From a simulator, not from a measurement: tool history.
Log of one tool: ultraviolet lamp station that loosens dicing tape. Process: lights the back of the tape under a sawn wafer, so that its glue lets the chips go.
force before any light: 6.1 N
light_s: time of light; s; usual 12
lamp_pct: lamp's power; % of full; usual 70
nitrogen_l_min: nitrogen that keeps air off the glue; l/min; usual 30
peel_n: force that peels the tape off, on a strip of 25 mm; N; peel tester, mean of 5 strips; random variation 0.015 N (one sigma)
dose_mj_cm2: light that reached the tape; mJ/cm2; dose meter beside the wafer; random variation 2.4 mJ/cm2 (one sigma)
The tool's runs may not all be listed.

{"run": 1, "hour": 0.0, "light_s": 12, "lamp_pct": 70, "nitrogen_l_min": 30, "peel_n": 0.839, "dose_mj_cm2": 247}
{"run": 2, "hour": 13.5, "light_s": 12, "lamp_pct": 70, "nitrogen_l_min": 30, "peel_n": 0.876, "dose_mj_cm2": 242}
{"run": 3, "hour": 30.6, "light_s": 12, "lamp_pct": 70, "nitrogen_l_min": 30, "peel_n": 0.876, "dose_mj_cm2": 238}
{"run": 4, "hour": 53.7, "light_s": 12, "lamp_pct": 70, "nitrogen_l_min": 30, "peel_n": 0.879, "dose_mj_cm2": 238}
{"run": 5, "hour": 68.1, "light_s": 12, "lamp_pct": 85, "nitrogen_l_min": 30, "peel_n": 0.655, "dose_mj_cm2": 286}
{"run": 6, "hour": 97.8, "light_s": 12, "lamp_pct": 85, "nitrogen_l_min": 30, "peel_n": 0.663, "dose_mj_cm2": 287}
{"run": 7, "hour": 111.0, "light_s": 12, "lamp_pct": 79, "nitrogen_l_min": 30, "peel_n": 0.811, "dose_mj_cm2": 260}
{"run": 8, "hour": 126.1, "light_s": 12, "lamp_pct": 79, "nitrogen_l_min": 27, "peel_n": 0.796, "dose_mj_cm2": 264}
{"run": 9, "hour": 143.3, "light_s": 12, "lamp_pct": 79, "nitrogen_l_min": 27, "peel_n": 0.808, "dose_mj_cm2": 264}
{"run": 10, "hour": 160.5, "light_s": 12, "lamp_pct": 79, "nitrogen_l_min": 27, "peel_n": 0.816, "dose_mj_cm2": 260}
{"run": 11, "hour": 187.9, "light_s": 12, "lamp_pct": 79, "nitrogen_l_min": 27, "peel_n": 0.81, "dose_mj_cm2": 256}
{"run": 12, "hour": 207.3, "light_s": 12, "lamp_pct": 70, "nitrogen_l_min": 30, "peel_n": 0.989, "dose_mj_cm2": 227}
{"run": 13, "hour": 221.8, "light_s": 12, "lamp_pct": 70, "nitrogen_l_min": 30, "peel_n": 0.972, "dose_mj_cm2": 223}
{"run": 14, "hour": 248.5, "light_s": 23, "lamp_pct": 70, "nitrogen_l_min": 30, "peel_n": 0.356, "dose_mj_cm2": 422}
{"run": 15, "hour": 273.7, "light_s": 23, "lamp_pct": 70, "nitrogen_l_min": 30, "peel_n": 0.365, "dose_mj_cm2": 422}
{"run": 16, "hour": 292.9, "light_s": 12, "lamp_pct": 93, "nitrogen_l_min": 30, "peel_n": 0.632, "dose_mj_cm2": 293}
{"run": 17, "hour": 318.3, "light_s": 12, "lamp_pct": 93, "nitrogen_l_min": 30, "peel_n": 0.676, "dose_mj_cm2": 292}
{"hour": 321.2, "done": "window cleaned of glue's vapour"}
{"run": 18, "hour": 348.8, "light_s": 12, "lamp_pct": 93, "nitrogen_l_min": 30, "peel_n": 0.781, "dose_mj_cm2": 254}
{"run": 19, "hour": 376.7, "light_s": 20, "lamp_pct": 93, "nitrogen_l_min": 30, "peel_n": 0.358, "dose_mj_cm2": 422}
{"run": 20, "hour": 398.6, "light_s": 20, "lamp_pct": 93, "nitrogen_l_min": 30, "peel_n": 0.352, "dose_mj_cm2": 420}
{"run": 21, "hour": 417.7, "light_s": 12, "lamp_pct": 70, "nitrogen_l_min": 30, "peel_n": 1.232, "dose_mj_cm2": 184}
{"run": 22, "hour": 437.1, "light_s": 18, "lamp_pct": 82, "nitrogen_l_min": 14, "peel_n": 0.693, "dose_mj_cm2": 332}
{"run": 23, "hour": 459.0, "light_s": 15, "lamp_pct": 96, "nitrogen_l_min": 31, "peel_n": 0.56, "dose_mj_cm2": 312}
{"run": 24, "hour": 482.6, "light_s": 12, "lamp_pct": 70, "nitrogen_l_min": 10, "peel_n": 1.816, "dose_mj_cm2": 182}
{"hour": 497.3, "done": "window cleaned of glue's vapour, once more"}
{"run": 25, "hour": 505.6, "light_s": 12, "lamp_pct": 70, "nitrogen_l_min": 10, "peel_n": 1.298, "dose_mj_cm2": 241}
{"run": 26, "hour": 535.4, "light_s": 12, "lamp_pct": 70, "nitrogen_l_min": 10, "peel_n": 1.358, "dose_mj_cm2": 238}
{"run": 27, "hour": 560.4, "light_s": 23, "lamp_pct": 78, "nitrogen_l_min": 59, "peel_n": 0.282, "dose_mj_cm2": 500}
{"run": 28, "hour": 583.8, "light_s": 14, "lamp_pct": 70, "nitrogen_l_min": 17, "peel_n": 0.865, "dose_mj_cm2": 272}
{"run": 29, "hour": 607.7, "light_s": 14, "lamp_pct": 70, "nitrogen_l_min": 17, "peel_n": 0.901, "dose_mj_cm2": 272}
{"run": 30, "hour": 624.9, "light_s": 14, "lamp_pct": 81, "nitrogen_l_min": 54, "peel_n": 0.492, "dose_mj_cm2": 310}
{"run": 31, "hour": 640.7, "light_s": 14, "lamp_pct": 81, "nitrogen_l_min": 54, "peel_n": 0.495, "dose_mj_cm2": 308}
{"run": 32, "hour": 659.9, "light_s": 14, "lamp_pct": 100, "nitrogen_l_min": 49, "peel_n": 0.378, "dose_mj_cm2": 377}
{"run": 33, "hour": 674.8, "light_s": 14, "lamp_pct": 100, "nitrogen_l_min": 49, "peel_n": 0.392, "dose_mj_cm2": 376}
{"run": 34, "hour": 697.1, "light_s": 16, "lamp_pct": 85, "nitrogen_l_min": 22, "peel_n": 0.478, "dose_mj_cm2": 361}
{"run": 35, "hour": 719.4, "light_s": 9, "lamp_pct": 60, "nitrogen_l_min": 18, "peel_n": 1.978, "dose_mj_cm2": 142}
{"run": 36, "hour": 749.6, "light_s": 9, "lamp_pct": 74, "nitrogen_l_min": 43, "peel_n": 1.291, "dose_mj_cm2": 172}
{"run": 37, "hour": 766.4, "light_s": 16, "lamp_pct": 80, "nitrogen_l_min": 21, "peel_n": 0.573, "dose_mj_cm2": 331}
{"run": 38, "hour": 785.8, "light_s": 7, "lamp_pct": 79, "nitrogen_l_min": 30, "peel_n": 1.806, "dose_mj_cm2": 143}
{"run": 39, "hour": 815.5, "light_s": 10, "lamp_pct": 86, "nitrogen_l_min": 50, "peel_n": 0.914, "dose_mj_cm2": 223}
{"run": 40, "hour": 836.6, "light_s": 10, "lamp_pct": 86, "nitrogen_l_min": 50, "peel_n": 0.916, "dose_mj_cm2": 211}
{"run": 41, "hour": 862.4, "light_s": 12, "lamp_pct": 70, "nitrogen_l_min": 38, "peel_n": 1.006, "dose_mj_cm2": 209}
{"run": 42, "hour": 885.5, "light_s": 15, "lamp_pct": 70, "nitrogen_l_min": 30, "peel_n": 0.765, "dose_mj_cm2": 258}

Forecast each of these 5 alternatives for the next run:
{"run": "A", "hour": 905.5, "light_s": 15, "lamp_pct": 72, "nitrogen_l_min": 32, "peel_n": "?", "dose_mj_cm2": "?"}
{"run": "B", "hour": 905.5, "light_s": 10, "lamp_pct": 70, "nitrogen_l_min": 30, "peel_n": "?", "dose_mj_cm2": "?"}
{"run": "C", "hour": 905.5, "light_s": 7, "lamp_pct": 96, "nitrogen_l_min": 37, "peel_n": "?", "dose_mj_cm2": "?"}
{"run": "D", "hour": 905.5, "light_s": 12, "lamp_pct": 84, "nitrogen_l_min": 25, "peel_n": "?", "dose_mj_cm2": "?"}
{"run": "E", "hour": 905.5, "light_s": 17, "lamp_pct": 67, "nitrogen_l_min": 40, "peel_n": "?", "dose_mj_cm2": "?"}

run=A peel_n=0.689 dose_mj_cm2=261
run=B peel_n=1.465 dose_mj_cm2=171
run=C peel_n=1.417 dose_mj_cm2=162
run=D peel_n=0.885 dose_mj_cm2=242
run=E peel_n=0.63 dose_mj_cm2=280
Without the tool's hidden state the same runs would have given:
run=A peel_n=0.431 dose_mj_cm2=346
run=B peel_n=0.977 dose_mj_cm2=227
run=C peel_n=0.941 dose_mj_cm2=215
run=D peel_n=0.559 dose_mj_cm2=322
run=E peel_n=0.403 dose_mj_cm2=371
